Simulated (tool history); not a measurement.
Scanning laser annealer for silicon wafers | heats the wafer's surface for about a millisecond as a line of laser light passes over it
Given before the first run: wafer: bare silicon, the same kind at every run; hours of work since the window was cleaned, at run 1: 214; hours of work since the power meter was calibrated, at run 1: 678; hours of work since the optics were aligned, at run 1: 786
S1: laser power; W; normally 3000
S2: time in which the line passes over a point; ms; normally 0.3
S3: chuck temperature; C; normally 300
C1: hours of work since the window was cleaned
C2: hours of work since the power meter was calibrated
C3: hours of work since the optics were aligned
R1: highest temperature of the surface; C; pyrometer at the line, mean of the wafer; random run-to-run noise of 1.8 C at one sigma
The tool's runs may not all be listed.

{"run": 1, "hour": 0.0, "S1": 3000, "S2": 0.3, "S3": 300, "C1": 214, "C2": 678, "C3": 786, "R1": 1023}
{"run": 2, "hour": 44.0, "S1": 3000, "S2": 0.3, "S3": 300, "C1": 234, "C2": 697, "C3": 806, "R1": 1019}
{"run": 3, "hour": 69.8, "S1": 3000, "S2": 0.3, "S3": 300, "C1": 245, "C2": 709, "C3": 817, "R1": 1017}
{"run": 4, "hour": 110.5, "S1": 3000, "S2": 0.3, "S3": 300, "C1": 264, "C2": 727, "C3": 836, "R1": 1017}
{"run": 5, "hour": 131.5, "S1": 3000, "S2": 0.3, "S3": 291, "C1": 273, "C2": 736, "C3": 845, "R1": 1006}
{"run": 6, "hour": 177.4, "S1": 3000, "S2": 0.3, "S3": 291, "C1": 294, "C2": 757, "C3": 866, "R1": 1003}
{"run": 7, "hour": 207.4, "S1": 3000, "S2": 0.3, "S3": 291, "C1": 307, "C2": 770, "C3": 879, "R1": 1003}
{"run": 8, "hour": 231.0, "S1": 3000, "S2": 0.3, "S3": 300, "C1": 318, "C2": 781, "C3": 890, "R1": 1011}
{"run": 9, "hour": 259.2, "S1": 3000, "S2": 0.3, "S3": 339, "C1": 330, "C2": 794, "C3": 902, "R1": 1050}
{"run": 10, "hour": 289.9, "S1": 2614, "S2": 0.258, "S3": 339, "C1": 344, "C2": 807, "C3": 916, "R1": 885}
{"run": 11, "hour": 312.4, "S1": 3289, "S2": 0.258, "S3": 301, "C1": 354, "C2": 817, "C3": 926, "R1": 1039}
{"run": 12, "hour": 349.4, "S1": 2811, "S2": 0.318, "S3": 304, "C1": 371, "C2": 834, "C3": 943, "R1": 976}
{"run": 13, "hour": 392.4, "S1": 3126, "S2": 0.252, "S3": 316, "C1": 390, "C2": 853, "C3": 962, "R1": 997}
{"hour": 410.0, "done": "window over the wafer cleaned"}
{"run": 14, "hour": 440.1, "S1": 3126, "S2": 0.252, "S3": 316, "C1": 13, "C2": 874, "C3": 982, "R1": 1018}

Expected results for the next run?
{"run": 15, "hour": 486.0, "S1": 3126, "S2": 0.252, "S3": 316, "C1": 34, "C2": 894, "C3": 1003, "R1": "?"}

Run 15 yielded R1 1012 C.
Without the tool's hidden state the same run would have given R1 1042 C.
